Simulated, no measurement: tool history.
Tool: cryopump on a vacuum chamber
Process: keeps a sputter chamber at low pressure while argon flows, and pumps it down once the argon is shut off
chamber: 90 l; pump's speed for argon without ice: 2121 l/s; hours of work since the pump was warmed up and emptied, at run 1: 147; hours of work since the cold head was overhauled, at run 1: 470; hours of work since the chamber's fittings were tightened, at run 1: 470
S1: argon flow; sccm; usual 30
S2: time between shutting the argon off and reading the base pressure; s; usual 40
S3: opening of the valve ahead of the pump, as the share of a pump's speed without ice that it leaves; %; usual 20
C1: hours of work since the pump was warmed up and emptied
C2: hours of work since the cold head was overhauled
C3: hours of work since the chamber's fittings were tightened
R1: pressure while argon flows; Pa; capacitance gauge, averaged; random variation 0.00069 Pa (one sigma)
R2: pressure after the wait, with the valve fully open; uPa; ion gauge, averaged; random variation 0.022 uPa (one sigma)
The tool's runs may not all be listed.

run 1 hour=0.0 | S1=30 S2=40 S3=20 | C1=147 C2=470 C3=470 | R1=0.1236 R2=1.06
run 2 hour=42.4 | S1=30 S2=40 S3=20 | C1=179 C2=501 C3=501 | R1=0.1251 R2=1.07
run 3 hour=84.6 | S1=30 S2=40 S3=20 | C1=210 C2=533 C3=533 | R1=0.1245 R2=1.05
run 4 hour=123.9 | S1=30 S2=40 S3=31 | C1=240 C2=563 C3=563 | R1=0.0826 R2=1.07
run 5 hour=165.0 | S1=30 S2=167 S3=20 | C1=271 C2=593 C3=593 | R1=0.1281 R2=0.81
run 6 hour=200.8 | S1=30 S2=34 S3=20 | C1=297 C2=620 C3=620 | R1=0.1282 R2=1.30
-- hour=213.7 pump warmed up, emptied and cooled again
run 7 hour=240.7 | S1=30 S2=34 S3=20 | C1=20 C2=646 C3=646 | R1=0.1199 R2=1.15
run 8 hour=275.7 | S1=30 S2=34 S3=20 | C1=46 C2=672 C3=672 | R1=0.1220 R2=1.16
run 9 hour=314.7 | S1=30 S2=34 S3=20 | C1=76 C2=702 C3=702 | R1=0.1210 R2=1.19
run 10 hour=355.0 | S1=30 S2=40 S3=20 | C1=106 C2=732 C3=732 | R1=0.1217 R2=1.09
run 11 hour=381.9 | S1=30 S2=40 S3=20 | C1=126 C2=752 C3=752 | R1=0.1223 R2=1.14
run 12 hour=422.5 | S1=30 S2=40 S3=20 | C1=156 C2=782 C3=782 | R1=0.1229 R2=1.23
run 13 hour=448.5 | S1=30 S2=40 S3=51 | C1=176 C2=802 C3=802 | R1=0.0501 R2=1.22
run 14 hour=474.9 | S1=30 S2=82 S3=20 | C1=196 C2=822 C3=822 | R1=0.1248 R2=1.00
run 15 hour=509.9 | S1=17 S2=40 S3=20 | C1=222 C2=848 C3=848 | R1=0.0706 R2=1.32
run 16 hour=551.5 | S1=17 S2=40 S3=20 | C1=253 C2=879 C3=879 | R1=0.0712 R2=1.31
run 17 hour=575.0 | S1=17 S2=40 S3=20 | C1=271 C2=897 C3=897 | R1=0.0720 R2=1.36
run 18 hour=599.5 | S1=30 S2=92 S3=18 | C1=289 C2=915 C3=915 | R1=0.1393 R2=1.17
-- hour=626.9 pump warmed up, emptied and cooled again
run 19 hour=643.3 | S1=37 S2=64 S3=32 | C1=12 C2=944 C3=944 | R1=0.0931 R2=1.05
run 20 hour=674.6 | S1=31 S2=40 S3=44 | C1=36 C2=967 C3=967 | R1=0.0566 R2=1.24
run 21 hour=719.7 | S1=16 S2=40 S3=20 | C1=70 C2=1001 C3=1001 | R1=0.0653 R2=1.29
run 22 hour=745.2 | S1=16 S2=227 S3=19 | C1=89 C2=1020 C3=1020 | R1=0.0683 R2=0.99
run 23 hour=777.5 | S1=40 S2=118 S3=55 | C1=113 C2=1045 C3=1045 | R1=0.0618 R2=1.06
run 24 hour=806.0 | S1=40 S2=118 S3=20 | C1=134 C2=1066 C3=1066 | R1=0.1631 R2=1.09
run 25 hour=843.8 | S1=40 S2=73 S3=20 | C1=162 C2=1094 C3=1094 | R1=0.1624 R2=1.25
run 26 hour=872.9 | S1=40 S2=73 S3=20 | C1=184 C2=1116 C3=1116 | R1=0.1652 R2=1.26
run 27 hour=912.3 | S1=20 S2=141 S3=52 | C1=214 C2=1145 C3=1145 | R1=0.0341 R2=1.17
run 28 hour=937.9 | S1=20 S2=141 S3=52 | C1=233 C2=1165 C3=1165 | R1=0.0337 R2=1.21
run 29 hour=966.9 | S1=20 S2=141 S3=52 | C1=255 C2=1186 C3=1186 | R1=0.0345 R2=1.25
run 30 hour=999.3 | S1=20 S2=141 S3=52 | C1=279 C2=1211 C3=1211 | R1=0.0346 R2=1.29
-- hour=1039.3 pump warmed up, emptied and cooled again
run 31 hour=1043.7 | S1=30 S2=40 S3=20 | C1=3 C2=1240 C3=1240 | R1=0.1213 R2=1.41
run 32 hour=1063.0 | S1=29 S2=40 S3=31 | C1=18 C2=1255 C3=1255 | R1=0.0742 R2=1.43
run 33 hour=1095.3 | S1=29 S2=40 S3=31 | C1=42 C2=1279 C3=1279 | R1=0.0752 R2=1.43
run 34 hour=1139.1 | S1=29 S2=40 S3=31 | C1=75 C2=1312 C3=1312 | R1=0.0768 R2=1.45

How the hidden state differs across the entries between the runs, from the last listed run before each to the first after it:
Between runs 6 and 7: pump warmed up, emptied and cooled again (hour 213.7)
  pump's speed, % of a pump's without ice: 75.7 -> 98.1; cold plate's temperature, K: 12.25 -> 12.26; leak into the chamber, uPa l/s: 1188 -> 1223
  measured less the result without the state, R1: +0.0079 -> +0.0006 Pa; R2: +0.61 -> +0.45 uPa
Between runs 18 and 19: pump warmed up, emptied and cooled again (hour 626.9)
  pump's speed, % of a pump's without ice: 79.2 -> 98.5; cold plate's temperature, K: 12.36 -> 12.37; leak into the chamber, uPa l/s: 1578 -> 1617
  measured less the result without the state, R1: +0.0065 -> +0.0007 Pa; R2: +0.83 -> +0.63 uPa
Between runs 30 and 31: pump warmed up, emptied and cooled again (hour 1039.3)
  pump's speed, % of a pump's without ice: 79.5 -> 99.5; cold plate's temperature, K: 12.48 -> 12.49; leak into the chamber, uPa l/s: 1968 -> 2008
  measured less the result without the state, R1: +0.0043 -> +0.0003 Pa; R2: +1.03 -> +0.81 uPa

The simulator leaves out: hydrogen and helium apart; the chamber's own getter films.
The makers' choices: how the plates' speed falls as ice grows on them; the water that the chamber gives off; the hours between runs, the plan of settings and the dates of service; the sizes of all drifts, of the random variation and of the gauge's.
